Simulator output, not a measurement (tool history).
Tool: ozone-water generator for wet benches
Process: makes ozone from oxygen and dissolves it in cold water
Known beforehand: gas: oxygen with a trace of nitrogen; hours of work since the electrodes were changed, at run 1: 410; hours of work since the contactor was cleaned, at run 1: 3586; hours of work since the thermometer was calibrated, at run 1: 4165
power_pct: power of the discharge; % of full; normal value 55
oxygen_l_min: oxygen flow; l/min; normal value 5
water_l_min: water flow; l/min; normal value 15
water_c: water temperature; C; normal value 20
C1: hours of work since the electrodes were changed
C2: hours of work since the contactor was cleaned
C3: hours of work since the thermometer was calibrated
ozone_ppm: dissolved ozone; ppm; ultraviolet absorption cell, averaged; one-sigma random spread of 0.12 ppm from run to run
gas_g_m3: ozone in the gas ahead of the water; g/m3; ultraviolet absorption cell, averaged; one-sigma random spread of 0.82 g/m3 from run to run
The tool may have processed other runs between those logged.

{"run": 1, "hour": 0.0, "power_pct": 55, "oxygen_l_min": 5, "water_l_min": 15, "water_c": 20, "C1": 410, "C2": 3586, "C3": 4165, "ozone_ppm": 11.9, "gas_g_m3": 131.6}
{"run": 2, "hour": 84.4, "power_pct": 55, "oxygen_l_min": 5, "water_l_min": 15, "water_c": 20, "C1": 481, "C2": 3657, "C3": 4236, "ozone_ppm": 11.6, "gas_g_m3": 129.6}
{"run": 3, "hour": 127.2, "power_pct": 55, "oxygen_l_min": 5, "water_l_min": 15, "water_c": 20, "C1": 517, "C2": 3693, "C3": 4272, "ozone_ppm": 11.8, "gas_g_m3": 132.5}
{"hour": 168.0, "done": "water thermometer calibrated"}
{"run": 4, "hour": 194.1, "power_pct": 55, "oxygen_l_min": 5, "water_l_min": 15, "water_c": 20, "C1": 573, "C2": 3749, "C3": 22, "ozone_ppm": 11.8, "gas_g_m3": 130.2}
{"run": 5, "hour": 257.2, "power_pct": 55, "oxygen_l_min": 5, "water_l_min": 15, "water_c": 20, "C1": 626, "C2": 3803, "C3": 75, "ozone_ppm": 12, "gas_g_m3": 129.2}
{"run": 6, "hour": 313.7, "power_pct": 55, "oxygen_l_min": 5, "water_l_min": 20, "water_c": 20, "C1": 674, "C2": 3850, "C3": 123, "ozone_ppm": 9, "gas_g_m3": 130.6}
{"run": 7, "hour": 392.6, "power_pct": 51, "oxygen_l_min": 5, "water_l_min": 20, "water_c": 20, "C1": 741, "C2": 3917, "C3": 189, "ozone_ppm": 8.5, "gas_g_m3": 124.1}
{"run": 8, "hour": 477.0, "power_pct": 51, "oxygen_l_min": 5, "water_l_min": 20, "water_c": 20, "C1": 812, "C2": 3988, "C3": 261, "ozone_ppm": 8.2, "gas_g_m3": 122.4}
{"run": 9, "hour": 545.7, "power_pct": 51, "oxygen_l_min": 5, "water_l_min": 20, "water_c": 20, "C1": 870, "C2": 4046, "C3": 319, "ozone_ppm": 8.3, "gas_g_m3": 123.2}
{"run": 10, "hour": 597.3, "power_pct": 55, "oxygen_l_min": 5, "water_l_min": 13, "water_c": 20, "C1": 913, "C2": 4089, "C3": 362, "ozone_ppm": 13.4, "gas_g_m3": 129.5}
{"run": 11, "hour": 633.4, "power_pct": 55, "oxygen_l_min": 5, "water_l_min": 15, "water_c": 20, "C1": 944, "C2": 4120, "C3": 392, "ozone_ppm": 11.7, "gas_g_m3": 131.4}
{"run": 12, "hour": 683.2, "power_pct": 62, "oxygen_l_min": 5, "water_l_min": 15, "water_c": 20, "C1": 986, "C2": 4162, "C3": 435, "ozone_ppm": 12.9, "gas_g_m3": 143.8}
{"run": 13, "hour": 757.1, "power_pct": 62, "oxygen_l_min": 5, "water_l_min": 15, "water_c": 20, "C1": 1048, "C2": 4224, "C3": 497, "ozone_ppm": 13.1, "gas_g_m3": 142.6}
{"run": 14, "hour": 805.2, "power_pct": 62, "oxygen_l_min": 5, "water_l_min": 15, "water_c": 20, "C1": 1089, "C2": 4265, "C3": 537, "ozone_ppm": 13.1, "gas_g_m3": 144}
{"run": 15, "hour": 883.8, "power_pct": 55, "oxygen_l_min": 6.78, "water_l_min": 15, "water_c": 20, "C1": 1155, "C2": 4331, "C3": 604, "ozone_ppm": 11.5, "gas_g_m3": 110.2}
{"run": 16, "hour": 922.8, "power_pct": 55, "oxygen_l_min": 5, "water_l_min": 15, "water_c": 20, "C1": 1188, "C2": 4364, "C3": 637, "ozone_ppm": 11.9, "gas_g_m3": 129.3}
{"run": 17, "hour": 982.5, "power_pct": 55, "oxygen_l_min": 5, "water_l_min": 15, "water_c": 20, "C1": 1238, "C2": 4414, "C3": 687, "ozone_ppm": 11.9, "gas_g_m3": 131.2}

The next listed run, before its measurement:
{"run": 18, "hour": 1033.3, "power_pct": 55, "oxygen_l_min": 5, "water_l_min": 15, "water_c": 20, "C1": 1281, "C2": 4457, "C3": 730, "ozone_ppm": "?", "gas_g_m3": "?"}

ozone_ppm: 11.9 ppm
gas_g_m3: 129.6 g/m3
The same run, on a tool lacking any hidden state, would have yielded ozone_ppm 11.9 ppm, gas_g_m3 129.7 g/m3.
